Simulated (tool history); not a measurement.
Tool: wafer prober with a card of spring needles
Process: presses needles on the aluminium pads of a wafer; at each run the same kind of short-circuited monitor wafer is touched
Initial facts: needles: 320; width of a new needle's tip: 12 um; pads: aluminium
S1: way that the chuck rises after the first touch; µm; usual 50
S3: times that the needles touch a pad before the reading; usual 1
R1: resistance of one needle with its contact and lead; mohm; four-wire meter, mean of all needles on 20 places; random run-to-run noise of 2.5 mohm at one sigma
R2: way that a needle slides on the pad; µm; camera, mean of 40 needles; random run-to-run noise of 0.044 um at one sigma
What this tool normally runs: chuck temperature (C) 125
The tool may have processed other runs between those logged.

run 1 day=0 | S1=50 chuck_temperature_(C)=125 S3=1 | R1=282 R2=13.24
-- day=0.279 tips cleaned on abrasive film
-- day=0.683 tips cleaned on abrasive film
run 2 day=0.721 | S1=50 chuck_temperature_(C)=125 S3=1 | R1=280 R2=13.37
-- day=1.1 tips cleaned on abrasive film
run 3 day=1.142 | S1=50 chuck_temperature_(C)=125 S3=1 | R1=278 R2=13.37
-- day=1.521 tips cleaned on abrasive film
run 4 day=1.729 | S1=50 chuck_temperature_(C)=125 S3=1 | R1=284 R2=13.35
-- day=1.938 tips cleaned on abrasive film
-- day=2.362 tips cleaned on abrasive film
run 5 day=2.508 | S1=50 chuck_temperature_(C)=125 S3=1 | R1=280 R2=13.4
-- day=2.738 tips cleaned on abrasive film
run 6 day=2.888 | S1=50 chuck_temperature_(C)=125 S3=1 | R1=281 R2=13.45
-- day=3.154 tips cleaned on abrasive film
-- day=3.529 tips cleaned on abrasive film
run 7 day=3.6 | S1=50 chuck_temperature_(C)=125 S3=2 | R1=283 R2=13.41
-- day=3.929 tips cleaned on abrasive film
-- day=4.317 tips cleaned on abrasive film
run 8 day=4.358 | S1=50 chuck_temperature_(C)=125 S3=2 | R1=282 R2=13.44
-- day=4.712 tips cleaned on abrasive film
-- day=5.121 tips cleaned on abrasive film
run 9 day=5.142 | S1=50 chuck_temperature_(C)=125 S3=2 | R1=280 R2=13.43
-- day=5.508 tips cleaned on abrasive film
run 10 day=5.508 | S1=31 chuck_temperature_(C)=125 S3=1 | R1=290 R2=8.38
-- day=5.888 tips cleaned on abrasive film
run 11 day=5.988 | S1=31 chuck_temperature_(C)=125 S3=1 | R1=292 R2=8.4
-- day=6.271 tips cleaned on abrasive film
run 12 day=6.442 | S1=31 chuck_temperature_(C)=125 S3=1 | R1=293 R2=8.36
-- day=6.688 tips cleaned on abrasive film
-- day=7.112 tips cleaned on abrasive film
run 13 day=7.112 | S1=50 chuck_temperature_(C)=76 S3=1 | R1=267 R2=13.55
-- day=7.483 tips cleaned on abrasive film
run 14 day=7.483 | S1=50 chuck_temperature_(C)=125 S3=1 | R1=287 R2=13.58
-- day=7.854 tips cleaned on abrasive film
run 15 day=8.162 | S1=50 chuck_temperature_(C)=63 S3=1 | R1=264 R2=13.67
-- day=8.229 tips cleaned on abrasive film
-- day=8.325 height of the first contact set anew
-- day=8.65 tips cleaned on abrasive film
run 16 day=8.975 | S1=50 chuck_temperature_(C)=63 S3=1 | R1=265 R2=13.65
-- day=9.042 tips cleaned on abrasive film
-- day=9.088 gauge calibrated
-- day=9.433 tips cleaned on abrasive film
run 17 day=9.475 | S1=50 chuck_temperature_(C)=63 S3=1 | R1=264 R2=13.26
-- day=9.812 tips cleaned on abrasive film
run 18 day=10.092 | S1=50 chuck_temperature_(C)=63 S3=1 | R1=268 R2=13.42
-- day=10.204 tips cleaned on abrasive film
-- day=10.592 tips cleaned on abrasive film
run 19 day=10.617 | S1=53 chuck_temperature_(C)=63 S3=1 | R1=264 R2=14.18
-- day=11.012 tips cleaned on abrasive film
run 20 day=11.033 | S1=42 chuck_temperature_(C)=93 S3=1 | R1=278 R2=11.22
-- day=11.404 tips cleaned on abrasive film
run 21 day=11.754 | S1=50 chuck_temperature_(C)=62 S3=2 | R1=265 R2=13.46
-- day=11.817 tips cleaned on abrasive film
run 22 day=12.179 | S1=50 chuck_temperature_(C)=26 S3=2 | R1=253 R2=13.42
-- day=12.25 tips cleaned on abrasive film
-- day=12.65 tips cleaned on abrasive film
run 23 day=13 | S1=50 chuck_temperature_(C)=26 S3=2 | R1=253 R2=13.45
-- day=13.079 tips cleaned on abrasive film
run 24 day=13.438 | S1=44 chuck_temperature_(C)=47 S3=3 | R1=261 R2=11.84
-- day=13.5 tips cleaned on abrasive film
-- day=13.875 tips cleaned on abrasive film
run 25 day=13.983 | S1=46 chuck_temperature_(C)=47 S3=1 | R1=262 R2=12.39
-- day=14.296 tips cleaned on abrasive film
-- day=14.688 tips cleaned on abrasive film
run 26 day=14.688 | S1=50 chuck_temperature_(C)=46 S3=3 | R1=258 R2=13.53
-- day=15.058 tips cleaned on abrasive film
run 27 day=15.262 | S1=50 chuck_temperature_(C)=38 S3=3 | R1=260 R2=13.59
-- day=15.433 tips cleaned on abrasive film
run 28 day=15.704 | S1=37 chuck_temperature_(C)=101 S3=1 | R1=280 R2=10.02
-- day=15.829 tips cleaned on abrasive film
-- day=16.104 gauge calibrated
-- day=16.212 tips cleaned on abrasive film
run 29 day=16.392 | S1=60 chuck_temperature_(C)=125 S3=1 | R1=275 R2=16.06
-- day=16.588 tips cleaned on abrasive film
run 30 day=16.95 | S1=60 chuck_temperature_(C)=125 S3=1 | R1=276 R2=16.01
-- day=17.021 tips cleaned on abrasive film
-- day=17.404 tips cleaned on abrasive film
run 31 day=17.688 | S1=50 chuck_temperature_(C)=29 S3=2 | R1=254 R2=13.39
-- day=17.796 tips cleaned on abrasive film
-- day=18.192 tips cleaned on abrasive film
run 32 day=18.192 | S1=50 chuck_temperature_(C)=29 S3=2 | R1=254 R2=13.31

What would each run have given without the hidden state, its run-to-run variation left as it was?
The hidden state here: debris on the tips, nm; way that the needles fall short of the set height, um; tips' diameter, um; drift of the gauge itself on contact_mohm, %; drift of the gauge itself on scrub_um, %.
run=1 R2=13.25
run=2 R2=13.35
run=3 R2=13.32
run=4 R2=13.28
run=5 R2=13.31
run=6 R2=13.34
run=7 R2=13.28
run=8 R2=13.28
run=9 R2=13.24
run=10 R2=8.26
run=11 R2=8.26
run=12 R2=8.22
run=13 R2=13.29
run=14 R2=13.3
run=15 R2=13.36
run=16 R2=13.32
run=17 R2=13.25
run=18 R2=13.39
run=19 R2=14.12
run=20 R2=11.16
run=21 R2=13.36
run=22 R2=13.31
run=23 R2=13.31
run=24 R2=11.7
run=25 R2=12.23
run=26 R2=13.32
run=27 R2=13.36
run=28 R2=9.84
run=29 R2=16.05
run=30 R2=15.98
run=31 R2=13.33
run=32 R2=13.24
R1 without the hidden state stays within 1 mohm of what was measured, in all runs.
